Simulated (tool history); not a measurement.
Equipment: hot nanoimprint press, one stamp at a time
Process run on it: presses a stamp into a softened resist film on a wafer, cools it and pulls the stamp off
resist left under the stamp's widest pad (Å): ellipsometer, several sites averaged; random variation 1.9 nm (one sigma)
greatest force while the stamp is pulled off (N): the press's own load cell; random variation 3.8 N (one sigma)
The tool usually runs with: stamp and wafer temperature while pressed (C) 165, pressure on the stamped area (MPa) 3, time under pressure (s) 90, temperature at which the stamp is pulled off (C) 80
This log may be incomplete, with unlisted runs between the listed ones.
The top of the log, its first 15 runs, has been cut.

run,hour,stamp and wafer temperature while pressed (C),pressure on the stamped area (MPa),time under pressure (s),temperature at which the stamp is pulled off (C),hours of work since the thermocouple was calibrated,imprints on the stamp's release coat,hours of work since the press's seals were changed,resist left under the stamp's widest pad (Å),greatest force while the stamp is pulled off (N)
16,178.4,165,3,166,84,331,596,203,2466,181
17,190.4,165,3,166,84,338,635,210,2507,169
18,205.2,165,3,166,84,347,683,219,2486,174
19,222.6,165,3,166,84,357,739,229,2473,169
20,233.2,165,3,166,84,363,773,235,2463,170
21,251.3,165,3.77,90,73,373,832,245,2779,205
22,266.1,165,3.81,117,83,382,880,254,2492,170
23,280.6,160,3,116,80,390,927,262,3449,183
24,289.7,155,2,90,80,395,957,268,5199,178
25,301.1,155,2,90,80,402,994,274,5154,183
26,319.5,165,2.06,54,80,413,1054,285,4366,188
27,330.2,161,3.58,139,81,419,1088,291,2863,183
28,340.7,163,3.53,70,74,425,1122,297,3401,208
29,349.3,153,2,152,76,430,1150,302,4834,195
30,360.3,153,2,152,76,436,1186,308,4844,191
31,376.6,153,2,152,76,445,1239,318,4776,190

Below are 3 alternative next runs, each starting from the tool's condition after run 31. Predict each:
A,393.9,153,1.8,68,86,455,1295,328,?,?
B,393.9,170,2,152,76,455,1295,328,?,?
C,393.9,156,4.21,152,76,455,1295,328,?,?

run,resist left under the stamp's widest pad (Å),greatest force while the stamp is pulled off (N)
A,5849,169
B,2656,195
C,3153,194
Without the tool's hidden state the same runs would have given:
run,resist left under the stamp's widest pad (Å),greatest force while the stamp is pulled off (N)
A,5855,167
B,2661,193
C,3160,191
